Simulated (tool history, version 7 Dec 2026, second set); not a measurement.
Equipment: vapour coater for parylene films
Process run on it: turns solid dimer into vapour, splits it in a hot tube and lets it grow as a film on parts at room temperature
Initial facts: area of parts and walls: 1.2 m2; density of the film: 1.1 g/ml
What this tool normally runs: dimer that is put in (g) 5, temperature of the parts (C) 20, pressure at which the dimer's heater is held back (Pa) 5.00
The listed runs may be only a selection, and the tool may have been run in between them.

run    day  dimer that is put in (g)  temperature of the parts (C)  pressure at which the dimer's heater is held back (Pa)  thickness of the film (nm)
  1  0.000                         5                            20                                                    5.00                        1650
  2  0.350                         5                            20                                                    5.00                        1570
  3  0.983                         5                            20                                                    5.00                        1590
  4  1.612                         5                            31                                                    5.00                        1250
  5  2.167                         5                            31                                                    5.00                        1300
  6  2.621                         5                            31                                                    5.00                        1290
     2.838  -- trap's valve overhauled
  7  3.217                         5                            31                                                    5.00                        1230
  8  3.675                         5                            31                                                    5.00                        1200
  9  4.312                         5                            22                                                    5.00                        1430
 10  5.133                         8                            31                                                    5.00                        1920
 11  5.642                         8                            31                                                    5.00                        1870
 12  6.038                         4                            15                                                    4.87                        1270
 13  6.738                         3                            17                                                    5.00                         930
     7.450  -- trap's valve overhauled, once more
 14  7.450                         3                            17                                                    5.00                        1100
 15  8.054                         7                            13                                                    5.14                        2720

Run 16 is up next; what results do you expect?
 16  8.567                         3                            17                                                    5.37                           ?

Run 16 gave thickness of the film (nm) 1100.
On a tool with no hidden condition, and with the same random variation, this run would have come out at thickness of the film (nm) 1110.
